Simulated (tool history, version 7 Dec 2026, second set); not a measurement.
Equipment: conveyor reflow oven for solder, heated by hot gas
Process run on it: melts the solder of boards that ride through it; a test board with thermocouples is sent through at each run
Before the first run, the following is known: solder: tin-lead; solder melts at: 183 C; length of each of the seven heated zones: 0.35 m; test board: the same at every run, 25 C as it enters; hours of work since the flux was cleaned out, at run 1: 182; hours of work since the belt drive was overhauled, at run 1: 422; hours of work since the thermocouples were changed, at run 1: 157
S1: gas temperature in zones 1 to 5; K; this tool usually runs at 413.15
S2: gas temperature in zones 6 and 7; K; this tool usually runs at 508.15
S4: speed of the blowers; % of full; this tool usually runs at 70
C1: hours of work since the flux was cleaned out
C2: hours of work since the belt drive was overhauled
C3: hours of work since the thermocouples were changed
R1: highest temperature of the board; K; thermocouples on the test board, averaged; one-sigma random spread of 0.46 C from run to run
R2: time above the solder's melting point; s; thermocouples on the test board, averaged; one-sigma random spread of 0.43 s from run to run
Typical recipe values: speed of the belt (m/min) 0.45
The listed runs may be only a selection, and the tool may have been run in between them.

Run 1, hour 0: usual settings; C1 182; C2 422; C3 157. Result: R1 494.25 K, R2 74.5 s.
Run 2, hour 16.9: usual settings; C1 191; C2 431; C3 166. Result: R1 493.75 K, R2 74.9 s.
Run 3, hour 34.9: usual settings but speed of the belt (m/min) 0.39; C1 200; C2 440; C3 175. Result: R1 497.95 K, R2 91.3 s.
Run 4, hour 49.8: usual settings but S4 68 % of full; C1 208; C2 448; C3 182. Result: R1 492.95 K, R2 74.4 s.
Run 5, hour 61.3: usual settings but S4 68 % of full; C1 214; C2 453; C3 188. Result: R1 493.25 K, R2 74 s.
Run 6, hour 75.2: usual settings; C1 221; C2 460; C3 195. Result: R1 494.55 K, R2 74.8 s.
Run 7, hour 93.8: usual settings; C1 230; C2 470; C3 205. Result: R1 494.05 K, R2 74.8 s.
Run 8, hour 107.4: usual settings but S2 501.15 K; C1 237; C2 477; C3 212. Result: R1 487.65 K, R2 69.4 s.
Run 9, hour 117.4: usual settings but S2 501.15 K; C1 242; C2 482; C3 217. Result: R1 487.95 K, R2 69.1 s.
Run 10, hour 126.5: usual settings but S2 501.15 K; C1 247; C2 486; C3 221. Result: R1 487.75 K, R2 69.2 s.
At hour 133.2: flux residue cleaned out of gas plates and filters.
Run 11, hour 140.6: usual settings but S2 501.15 K; C1 4; C2 491; C3 226. Result: R1 486.45 K, R2 67.2 s.
Run 12, hour 152.7: usual settings; C1 10; C2 497; C3 232. Result: R1 493.65 K, R2 73.9 s.
Run 13, hour 169.5: usual settings; C1 18; C2 506; C3 241. Result: R1 493.75 K, R2 74 s.
At hour 178.7: flux residue cleaned out of gas plates and filters, once more.
Run 14, hour 186.2: usual settings but speed of the belt (m/min) 0.478; C1 4; C2 512; C3 246. Result: R1 494.35 K, R2 70.7 s.
Run 15, hour 197.9: usual settings; C1 10; C2 517; C3 252. Result: R1 495.35 K, R2 76.5 s.
Run 16, hour 212.1: usual settings but S1 409.15 K, S2 506.15 K, speed of the belt (m/min) 0.449, S4 62 % of full; C1 17; C2 525; C3 260. Result: R1 490.95 K, R2 71.6 s.
Run 17, hour 220.6: usual settings but S1 408.15 K, S2 523.15 K, speed of the belt (m/min) 0.512, S4 58 % of full; C1 21; C2 529; C3 264. Result: R1 499.75 K, R2 66.6 s.
Run 18, hour 230.8: usual settings but S1 408.15 K, S2 505.15 K; C1 26; C2 534; C3 269. Result: R1 492.95 K, R2 72.3 s.
Run 19, hour 240.9: usual settings but speed of the belt (m/min) 0.536, S4 51 % of full; C1 32; C2 539; C3 274. Result: R1 483.25 K, R2 51.1 s.
Run 20, hour 248.7: usual settings but speed of the belt (m/min) 0.536, S4 51 % of full; C1 35; C2 543; C3 278. Result: R1 482.65 K, R2 51 s.
Run 21, hour 260.8: usual settings but S2 518.15 K; C1 42; C2 549; C3 284. Result: R1 505.35 K, R2 82.6 s.
Run 22, hour 278.3: usual settings but S2 518.15 K; C1 50; C2 558; C3 293. Result: R1 504.85 K, R2 82.5 s.
Run 23, hour 291.7: usual settings but S2 518.15 K, speed of the belt (m/min) 0.432; C1 57; C2 565; C3 300. Result: R1 506.35 K, R2 88 s.
Run 24, hour 305.4: usual settings but S1 412.15 K, S2 496.15 K, speed of the belt (m/min) 0.507; C1 64; C2 572; C3 307. Result: R1 481.75 K, R2 53.5 s.
Run 25, hour 313.7: usual settings but S1 412.15 K, S2 496.15 K, speed of the belt (m/min) 0.507; C1 68; C2 576; C3 311. Result: R1 482.15 K, R2 54 s.
Run 26, hour 331.7: usual settings but S1 423.15 K, S2 512.15 K, speed of the belt (m/min) 0.431, S4 84 % of full; C1 78; C2 585; C3 320. Result: R1 503.85 K, R2 90.7 s.
Run 27, hour 348.2: usual settings but S1 423.15 K, S2 512.15 K, speed of the belt (m/min) 0.431, S4 84 % of full; C1 86; C2 594; C3 329. Result: R1 504.65 K, R2 91.2 s.
Run 28, hour 363.5: usual settings but S1 423.15 K, S2 515.15 K, speed of the belt (m/min) 0.452, S4 84 % of full; C1 94; C2 601; C3 336. Result: R1 505.85 K, R2 87 s.
Run 29, hour 380.2: usual settings but speed of the belt (m/min) 0.414; C1 102; C2 610; C3 345. Result: R1 498.15 K, R2 85.3 s.
Run 30, hour 388.5: usual settings but speed of the belt (m/min) 0.414, S4 54 % of full; C1 106; C2 614; C3 349. Result: R1 493.85 K, R2 80.7 s.

5 ways to go on from here, each from the tool as it stands after run 30. What would each give?
Run A, hour 406.6: usual settings but S1 428.15 K, S2 499.15 K, speed of the belt (m/min) 0.405, S4 54 % of full; C1 115; C2 623; C3 358. Result: R1 ?, R2 ?.
Run B, hour 406.6: usual settings but S2 518.15 K, speed of the belt (m/min) 0.414, S4 56 % of full; C1 115; C2 623; C3 358. Result: R1 ?, R2 ?.
Run C, hour 406.6: usual settings but S2 497.15 K, speed of the belt (m/min) 0.37; C1 115; C2 623; C3 358. Result: R1 ?, R2 ?.
Run D, hour 406.6: usual settings but S2 515.15 K, speed of the belt (m/min) 0.37, S4 54 % of full; C1 115; C2 623; C3 358. Result: R1 ?, R2 ?.
Run E, hour 406.6: usual settings but S1 402.15 K, S4 83 % of full; C1 115; C2 623; C3 358. Result: R1 ?, R2 ?.

run      R1     R2
  A  488.85   86.7
  B  502.25   88.9
  C  490.15   89.5
  D  503.55  100.8
  E  496.95     74
With no hidden state in the tool, these same runs would have given:
run      R1    R2
  A  488.25  85.7
  B  501.85  88.1
  C  489.65  88.8
  D  503.05  99.8
  E  496.85  73.7
